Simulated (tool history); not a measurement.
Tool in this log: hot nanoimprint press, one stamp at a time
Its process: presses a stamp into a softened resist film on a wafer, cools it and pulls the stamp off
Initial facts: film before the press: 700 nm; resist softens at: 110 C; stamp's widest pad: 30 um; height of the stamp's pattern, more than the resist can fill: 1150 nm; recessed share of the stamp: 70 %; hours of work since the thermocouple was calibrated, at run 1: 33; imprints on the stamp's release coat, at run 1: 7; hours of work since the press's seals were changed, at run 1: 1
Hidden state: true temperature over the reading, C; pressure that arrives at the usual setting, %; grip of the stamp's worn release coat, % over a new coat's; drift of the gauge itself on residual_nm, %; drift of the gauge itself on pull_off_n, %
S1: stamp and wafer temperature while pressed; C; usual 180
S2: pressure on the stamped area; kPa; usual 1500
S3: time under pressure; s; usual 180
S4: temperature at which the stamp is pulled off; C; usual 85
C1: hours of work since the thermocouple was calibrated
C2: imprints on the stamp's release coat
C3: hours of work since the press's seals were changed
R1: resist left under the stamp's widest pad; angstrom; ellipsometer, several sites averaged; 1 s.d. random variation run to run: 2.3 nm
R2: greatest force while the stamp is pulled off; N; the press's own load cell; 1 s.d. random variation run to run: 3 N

run,day,S1,S2,S3,S4,C1,C2,C3,R1,R2
1,0.000,180,1500,180,85,33,7,1,3652,138
2,0.450,180,1500,180,85,38,44,6,3637,141
3,0.967,180,1500,180,85,44,87,11,3648,146
4,1.283,184,1500,180,85,47,114,15,3195,144
5,1.946,180,1500,180,85,54,169,22,3698,143
6,2.646,180,1460,180,85,61,227,29,3744,145
7,3.042,180,1500,180,78,66,260,33,3688,152
8,3.533,180,1500,180,78,71,300,38,3673,148
9,4.304,180,1500,108,78,79,364,47,4250,154
10,5.038,180,1500,108,78,87,426,55,4267,153
11,5.708,180,1500,108,78,94,481,62,4249,157
12,6.438,180,1500,108,78,102,542,69,4225,159
13,6.862,180,1500,92,85,106,577,74,4471,155
14,7.367,171,1500,92,85,112,619,79,5631,158
15,8.100,171,1500,92,85,119,680,87,5588,162
16,8.604,171,970,92,85,125,722,92,6169,158
17,9.262,180,1590,96,75,132,776,99,4327,170
18,9.729,178,1500,180,85,137,815,104,3977,166
19,10.496,170,950,180,85,145,879,113,5741,164
20,11.012,170,950,180,85,150,922,118,5799,166
21,11.471,185,950,180,78,155,960,123,3935,171
22,11.879,189,1070,180,85,160,994,127,3329,170
23,12.446,187,1070,180,79,166,1041,133,3471,178
24,13.204,187,1070,180,79,174,1104,141,3510,182
25,13.871,184,1180,180,86,181,1159,148,3730,172
26,14.317,184,1180,180,86,185,1196,153,3693,171
# day 15.067: stamp cleaned and given a new release coat
27,15.100,184,1180,180,86,191,3,159,3708,144
28,15.433,184,1180,180,77,195,31,162,3708,151
29,15.967,173,980,141,75,200,75,168,5630,146
30,16.475,173,980,141,75,206,117,173,5598,148
31,17.238,173,980,141,75,214,180,182,5589,154

What if the next run were any one of these 3? Each begins from the tool's condition after run 31:
A,17.621,171,980,141,75,218,212,186,?,?
B,17.621,169,1500,180,85,218,212,186,?,?
C,17.621,186,1500,180,85,218,212,186,?,?

run,R1,R2
A,5834,151
B,5181,143
C,3069,145
With no hidden state in the tool, these same runs would have given:
run,R1,R2
A,5790,145
B,5114,137
C,3013,139
